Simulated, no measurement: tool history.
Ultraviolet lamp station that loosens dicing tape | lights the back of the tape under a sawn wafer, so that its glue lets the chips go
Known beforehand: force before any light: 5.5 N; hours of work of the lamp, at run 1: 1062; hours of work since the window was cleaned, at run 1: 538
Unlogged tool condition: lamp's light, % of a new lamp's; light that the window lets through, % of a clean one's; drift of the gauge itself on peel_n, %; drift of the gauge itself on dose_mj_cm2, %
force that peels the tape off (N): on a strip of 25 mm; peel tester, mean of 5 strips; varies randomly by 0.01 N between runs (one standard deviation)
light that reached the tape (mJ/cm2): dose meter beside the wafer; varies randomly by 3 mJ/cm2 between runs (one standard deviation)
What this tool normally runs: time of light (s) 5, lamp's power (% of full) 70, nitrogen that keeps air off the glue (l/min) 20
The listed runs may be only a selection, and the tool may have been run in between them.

run	hour	time of light (s)	lamp's power (% of full)	nitrogen that keeps air off the glue (l/min)	hours of work of the lamp	hours of work since the window was cleaned	force that peels the tape off (N)	light that reached the tape (mJ/cm2)
1	0.0	5	70	20	1062	538	0.431	445
2	25.2	5	70	20	1081	557	0.442	453
3	64.4	5	70	20	1110	585	0.449	449
4	92.2	5	70	20	1130	606	0.448	455
# hour 102.3: window cleaned of glue's vapour
5	114.2	5	70	20	1146	9	0.436	446
6	135.8	6	70	20	1162	25	0.294	542
7	169.5	6	70	20	1186	49	0.306	539
8	201.5	6	70	15	1210	73	0.378	535
9	222.5	6	70	15	1225	88	0.364	541
10	259.8	3	91	20	1252	115	0.730	350
11	281.7	2	65	20	1268	131	2.029	168
12	304.2	5	70	27	1285	148	0.343	449
13	327.6	5	97	18	1302	165	0.239	621
14	360.4	5	97	18	1326	189	0.240	623
15	394.8	5	63	9	1351	214	0.942	406
16	414.0	5	65	9	1365	228	0.883	419
17	454.3	3	70	19	1395	258	1.150	268
18	487.2	3	76	6	1419	282	1.790	290

What if the next run were any one of these 5? Each begins from the tool's condition after run 18:
A	507.9	3	60	28	1434	297	?	?
B	507.9	5	62	22	1434	297	?	?
C	507.9	7	70	20	1434	297	?	?
D	507.9	3	62	6	1434	297	?	?
E	507.9	6	80	17	1434	297	?	?

run	force that peels the tape off (N)	light that reached the tape (mJ/cm2)
A	1.185	230
B	0.530	397
C	0.217	625
D	2.196	235
E	0.260	621
Without the tool's hidden state the same runs would have given:
run	force that peels the tape off (N)	light that reached the tape (mJ/cm2)
A	1.177	231
B	0.526	399
C	0.216	627
D	2.187	236
E	0.258	623
